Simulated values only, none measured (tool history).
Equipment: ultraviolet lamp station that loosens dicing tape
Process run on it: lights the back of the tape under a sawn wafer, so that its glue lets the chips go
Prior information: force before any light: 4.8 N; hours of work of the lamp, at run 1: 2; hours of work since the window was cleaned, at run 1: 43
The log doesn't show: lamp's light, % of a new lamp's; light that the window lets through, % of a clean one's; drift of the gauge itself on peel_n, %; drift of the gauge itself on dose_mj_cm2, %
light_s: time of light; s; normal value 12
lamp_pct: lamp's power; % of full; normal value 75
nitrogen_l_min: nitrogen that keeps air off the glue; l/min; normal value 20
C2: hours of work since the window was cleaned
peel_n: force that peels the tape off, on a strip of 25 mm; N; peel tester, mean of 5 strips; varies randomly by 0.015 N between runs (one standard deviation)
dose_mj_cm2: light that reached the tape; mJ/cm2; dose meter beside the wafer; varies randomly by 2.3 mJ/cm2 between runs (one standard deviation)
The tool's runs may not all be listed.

run 1 hour=0 | light_s=12 lamp_pct=75 nitrogen_l_min=20 | hours_of_work_of_the_lamp=2 C2=43 | peel_n=0.755 dose_mj_cm2=208
run 2 hour=6.9 | light_s=12 lamp_pct=75 nitrogen_l_min=20 | hours_of_work_of_the_lamp=6 C2=46 | peel_n=0.73 dose_mj_cm2=208
run 3 hour=18.3 | light_s=12 lamp_pct=75 nitrogen_l_min=20 | hours_of_work_of_the_lamp=11 C2=52 | peel_n=0.782 dose_mj_cm2=205
run 4 hour=29.9 | light_s=12 lamp_pct=75 nitrogen_l_min=20 | hours_of_work_of_the_lamp=17 C2=57 | peel_n=0.76 dose_mj_cm2=208
run 5 hour=41.8 | light_s=12 lamp_pct=75 nitrogen_l_min=20 | hours_of_work_of_the_lamp=22 C2=63 | peel_n=0.753 dose_mj_cm2=206
run 6 hour=48.7 | light_s=12 lamp_pct=75 nitrogen_l_min=20 | hours_of_work_of_the_lamp=25 C2=66 | peel_n=0.794 dose_mj_cm2=202
run 7 hour=60.6 | light_s=12 lamp_pct=78 nitrogen_l_min=20 | hours_of_work_of_the_lamp=31 C2=72 | peel_n=0.714 dose_mj_cm2=214
run 8 hour=75.3 | light_s=12 lamp_pct=78 nitrogen_l_min=20 | hours_of_work_of_the_lamp=38 C2=79 | peel_n=0.721 dose_mj_cm2=211
run 9 hour=89 | light_s=12 lamp_pct=62 nitrogen_l_min=20 | hours_of_work_of_the_lamp=44 C2=85 | peel_n=0.99 dose_mj_cm2=171
run 10 hour=104.9 | light_s=15 lamp_pct=62 nitrogen_l_min=20 | hours_of_work_of_the_lamp=52 C2=93 | peel_n=0.712 dose_mj_cm2=205
run 11 hour=115.7 | light_s=15 lamp_pct=62 nitrogen_l_min=20 | hours_of_work_of_the_lamp=57 C2=98 | peel_n=0.744 dose_mj_cm2=209
run 12 hour=122.4 | light_s=12 lamp_pct=98 nitrogen_l_min=20 | hours_of_work_of_the_lamp=60 C2=101 | peel_n=0.531 dose_mj_cm2=264
run 13 hour=132.7 | light_s=12 lamp_pct=75 nitrogen_l_min=20 | hours_of_work_of_the_lamp=65 C2=106 | peel_n=0.782 dose_mj_cm2=201
run 14 hour=142.4 | light_s=12 lamp_pct=75 nitrogen_l_min=20 | hours_of_work_of_the_lamp=70 C2=110 | peel_n=0.783 dose_mj_cm2=201
run 15 hour=151 | light_s=12 lamp_pct=89 nitrogen_l_min=8 | hours_of_work_of_the_lamp=74 C2=114 | peel_n=0.832 dose_mj_cm2=238
run 16 hour=157.7 | light_s=7 lamp_pct=99 nitrogen_l_min=10 | hours_of_work_of_the_lamp=77 C2=118 | peel_n=1.342 dose_mj_cm2=154
run 17 hour=165.7 | light_s=15 lamp_pct=92 nitrogen_l_min=39 | hours_of_work_of_the_lamp=81 C2=121 | peel_n=0.354 dose_mj_cm2=306
run 18 hour=178.1 | light_s=15 lamp_pct=92 nitrogen_l_min=39 | hours_of_work_of_the_lamp=87 C2=127 | peel_n=0.353 dose_mj_cm2=305
run 19 hour=191.1 | light_s=15 lamp_pct=92 nitrogen_l_min=39 | hours_of_work_of_the_lamp=93 C2=133 | peel_n=0.36 dose_mj_cm2=303
run 20 hour=199.7 | light_s=15 lamp_pct=92 nitrogen_l_min=39 | hours_of_work_of_the_lamp=97 C2=137 | peel_n=0.359 dose_mj_cm2=307
run 21 hour=207.6 | light_s=12 lamp_pct=63 nitrogen_l_min=12 | hours_of_work_of_the_lamp=100 C2=141 | peel_n=1.15 dose_mj_cm2=166
run 22 hour=222.5 | light_s=7 lamp_pct=63 nitrogen_l_min=12 | hours_of_work_of_the_lamp=107 C2=148 | peel_n=2.098 dose_mj_cm2=95
run 23 hour=230.5 | light_s=20 lamp_pct=91 nitrogen_l_min=11 | hours_of_work_of_the_lamp=111 C2=152 | peel_n=0.346 dose_mj_cm2=400
run 24 hour=238 | light_s=23 lamp_pct=84 nitrogen_l_min=21 | hours_of_work_of_the_lamp=115 C2=156 | peel_n=0.278 dose_mj_cm2=425
run 25 hour=244.5 | light_s=23 lamp_pct=84 nitrogen_l_min=21 | hours_of_work_of_the_lamp=118 C2=159 | peel_n=0.28 dose_mj_cm2=427
run 26 hour=257.3 | light_s=8 lamp_pct=87 nitrogen_l_min=21 | hours_of_work_of_the_lamp=124 C2=165 | peel_n=1.146 dose_mj_cm2=151
run 27 hour=268.1 | light_s=14 lamp_pct=67 nitrogen_l_min=21 | hours_of_work_of_the_lamp=129 C2=170 | peel_n=0.737 dose_mj_cm2=204

Each row is a separate what-if for the run after 27, all from the same tool condition, not one after another. Results?
run A hour=275.8 | light_s=7 lamp_pct=75 nitrogen_l_min=20 | hours_of_work_of_the_lamp=133 C2=173 | peel_n=? dose_mj_cm2=?
run B hour=275.8 | light_s=20 lamp_pct=67 nitrogen_l_min=21 | hours_of_work_of_the_lamp=133 C2=173 | peel_n=? dose_mj_cm2=?
run C hour=275.8 | light_s=18 lamp_pct=73 nitrogen_l_min=26 | hours_of_work_of_the_lamp=133 C2=173 | peel_n=? dose_mj_cm2=?
run D hour=275.8 | light_s=9 lamp_pct=67 nitrogen_l_min=13 | hours_of_work_of_the_lamp=133 C2=173 | peel_n=? dose_mj_cm2=?

run=A peel_n=1.576 dose_mj_cm2=113
run=B peel_n=0.432 dose_mj_cm2=293
run=C peel_n=0.429 dose_mj_cm2=287
run=D peel_n=1.456 dose_mj_cm2=130
With the hidden condition removed and each run's random variation left untouched, the same runs would have given:
run=A peel_n=1.445 dose_mj_cm2=122
run=B peel_n=0.385 dose_mj_cm2=318
run=C peel_n=0.384 dose_mj_cm2=311
run=D peel_n=1.332 dose_mj_cm2=141
